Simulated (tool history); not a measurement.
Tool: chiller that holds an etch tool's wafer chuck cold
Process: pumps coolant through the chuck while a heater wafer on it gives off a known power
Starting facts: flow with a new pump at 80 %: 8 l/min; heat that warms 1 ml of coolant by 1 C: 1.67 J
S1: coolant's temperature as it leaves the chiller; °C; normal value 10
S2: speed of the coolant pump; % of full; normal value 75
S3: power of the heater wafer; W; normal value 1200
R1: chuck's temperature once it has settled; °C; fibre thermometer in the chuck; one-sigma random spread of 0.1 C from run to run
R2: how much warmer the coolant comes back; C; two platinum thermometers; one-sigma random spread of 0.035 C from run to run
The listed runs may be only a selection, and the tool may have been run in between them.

{"run": 1, "hour": 0.0, "S1": 10, "S2": 75, "S3": 1200, "R1": 20.8, "R2": 6.11}
{"run": 2, "hour": 135.0, "S1": 10, "S2": 75, "S3": 1200, "R1": 20.7, "R2": 6.1}
{"run": 3, "hour": 236.8, "S1": 10, "S2": 75, "S3": 1200, "R1": 20.8, "R2": 6.12}
{"run": 4, "hour": 320.9, "S1": 10, "S2": 75, "S3": 729, "R1": 16.5, "R2": 3.69}
{"run": 5, "hour": 427.3, "S1": 18, "S2": 75, "S3": 1200, "R1": 28.9, "R2": 6.18}
{"run": 6, "hour": 543.9, "S1": 10, "S2": 64, "S3": 1200, "R1": 22.7, "R2": 7.19}
{"run": 7, "hour": 685.0, "S1": 18, "S2": 64, "S3": 1012, "R1": 28.8, "R2": 6.05}
{"run": 8, "hour": 805.8, "S1": 18, "S2": 64, "S3": 1012, "R1": 28.8, "R2": 6.04}
{"run": 9, "hour": 913.1, "S1": 5, "S2": 69, "S3": 655, "R1": 11.5, "R2": 3.69}
{"hour": 927.8, "done": "coolant pump overhauled"}
{"run": 10, "hour": 1029.9, "S1": 19, "S2": 87, "S3": 1052, "R1": 27.7, "R2": 4.78}
{"run": 11, "hour": 1175.5, "S1": 19, "S2": 87, "S3": 1052, "R1": 27.6, "R2": 4.77}
{"run": 12, "hour": 1315.3, "S1": 2, "S2": 75, "S3": 1685, "R1": 17.9, "R2": 8.82}

Predict each of these 5 candidate next runs independently; none follows another, all start after run 12:
{"run": "A", "hour": 1386.5, "S1": 1, "S2": 91, "S3": 1641, "R1": "?", "R2": "?"}
{"run": "B", "hour": 1386.5, "S1": 5, "S2": 79, "S3": 926, "R1": "?", "R2": "?"}
{"run": "C", "hour": 1386.5, "S1": 16, "S2": 63, "S3": 1135, "R1": "?", "R2": "?"}
{"run": "D", "hour": 1386.5, "S1": 12, "S2": 63, "S3": 969, "R1": "?", "R2": "?"}
{"run": "E", "hour": 1386.5, "S1": 10, "S2": 72, "S3": 1200, "R1": "?", "R2": "?"}

run=A R1=14.0 R2=7.09
run=B R1=13.2 R2=4.60
run=C R1=28.7 R2=7.13
run=D R1=22.8 R2=6.04
run=E R1=22.1 R2=6.56
With the hidden condition removed and each run's random variation left untouched, the same runs would have given:
run=A R1=12.6 R2=6.48
run=B R1=12.3 R2=4.21
run=C R1=27.3 R2=6.52
run=D R1=21.5 R2=5.52
run=E R1=20.7 R2=6.00

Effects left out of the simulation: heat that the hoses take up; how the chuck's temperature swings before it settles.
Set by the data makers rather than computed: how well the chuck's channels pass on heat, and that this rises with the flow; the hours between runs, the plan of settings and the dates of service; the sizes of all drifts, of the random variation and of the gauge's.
